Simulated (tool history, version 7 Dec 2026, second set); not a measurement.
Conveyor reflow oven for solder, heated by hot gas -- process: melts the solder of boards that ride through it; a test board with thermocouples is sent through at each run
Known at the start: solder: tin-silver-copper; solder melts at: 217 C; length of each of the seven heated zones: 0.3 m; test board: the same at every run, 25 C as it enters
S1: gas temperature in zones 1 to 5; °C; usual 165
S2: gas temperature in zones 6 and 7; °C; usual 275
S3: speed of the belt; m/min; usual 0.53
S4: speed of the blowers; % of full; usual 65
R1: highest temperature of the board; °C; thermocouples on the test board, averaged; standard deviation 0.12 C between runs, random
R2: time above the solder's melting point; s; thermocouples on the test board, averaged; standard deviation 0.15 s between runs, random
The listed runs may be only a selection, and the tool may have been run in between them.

Run 1, day 0: usual settings. Result: R1 260.5 °C, R2 54 s.
Run 2, day 0.35: usual settings but S2 287 °C. Result: R1 271.6 °C, R2 59.3 s.
Run 3, day 0.729: usual settings but S2 278 °C. Result: R1 263.5 °C, R2 55.8 s.
Run 4, day 1.388: usual settings but S2 278 °C, S3 0.602 m/min. Result: R1 258.7 °C, R2 46.2 s.
Run 5, day 1.871: usual settings but S4 50 % of full. Result: R1 255.7 °C, R2 50.9 s.
Run 6, day 2.596: usual settings but S4 50 % of full. Result: R1 256 °C, R2 50.6 s.
Run 7, day 2.958: usual settings but S4 50 % of full. Result: R1 255.7 °C, R2 50.8 s.
Run 8, day 3.283: usual settings but S4 50 % of full. Result: R1 256 °C, R2 50.6 s.
Run 9, day 3.858: usual settings but S4 50 % of full. Result: R1 255.4 °C, R2 50.7 s.
Run 10, day 4.188: usual settings but S2 279 °C, S4 63 % of full. Result: R1 263.6 °C, R2 55.7 s.
Run 11, day 4.671: usual settings but S1 159 °C, S2 264 °C, S4 63 % of full. Result: R1 249.1 °C, R2 45.7 s.
Run 12, day 5.196: usual settings but S1 159 °C, S2 264 °C, S4 63 % of full. Result: R1 249.3 °C, R2 45.8 s.
Run 13, day 5.575: usual settings but S1 156 °C, S2 288 °C, S3 0.424 m/min, S4 79 % of full. Result: R1 281.3 °C, R2 76.9 s.
Run 14, day 6.162: usual settings but S1 177 °C, S3 0.546 m/min. Result: R1 261 °C, R2 56.1 s.
Run 15, day 6.708: usual settings but S1 166 °C, S2 284 °C, S3 0.487 m/min. Result: R1 271.6 °C, R2 65.1 s.
At day 7.362: belt drive overhauled, speed set with a stopwatch.
Run 16, day 7.583: usual settings but S1 173 °C. Result: R1 261.1 °C, R2 55.9 s.
Run 17, day 7.95: usual settings but S1 173 °C. Result: R1 261.1 °C, R2 56 s.
Run 18, day 8.421: usual settings but S1 173 °C, S4 63 % of full. Result: R1 260.4 °C, R2 55.6 s.

Predict each of these 4 candidate next runs independently; none follows another, all start after run 18:
Run A, day 8.725: usual settings but S1 172 °C, S4 63 % of full. Result: R1 ?, R2 ?.
Run B, day 8.725: usual settings but S2 280 °C. Result: R1 ?, R2 ?.
Run C, day 8.725: usual settings but S1 173 °C, S4 89 % of full. Result: R1 ?, R2 ?.
Run D, day 8.725: usual settings but S4 83 % of full. Result: R1 ?, R2 ?.

run     R1    R2
  A  260.2    55
  B  264.4  54.9
  C  265.7  58.5
  D  263.9  55.5
Stripped of hidden state, with their random variation kept, the same runs would have yielded:
run     R1    R2
  A  259.9    55
  B  264.2  54.8
  C  265.3  58.5
  D  263.7  55.5

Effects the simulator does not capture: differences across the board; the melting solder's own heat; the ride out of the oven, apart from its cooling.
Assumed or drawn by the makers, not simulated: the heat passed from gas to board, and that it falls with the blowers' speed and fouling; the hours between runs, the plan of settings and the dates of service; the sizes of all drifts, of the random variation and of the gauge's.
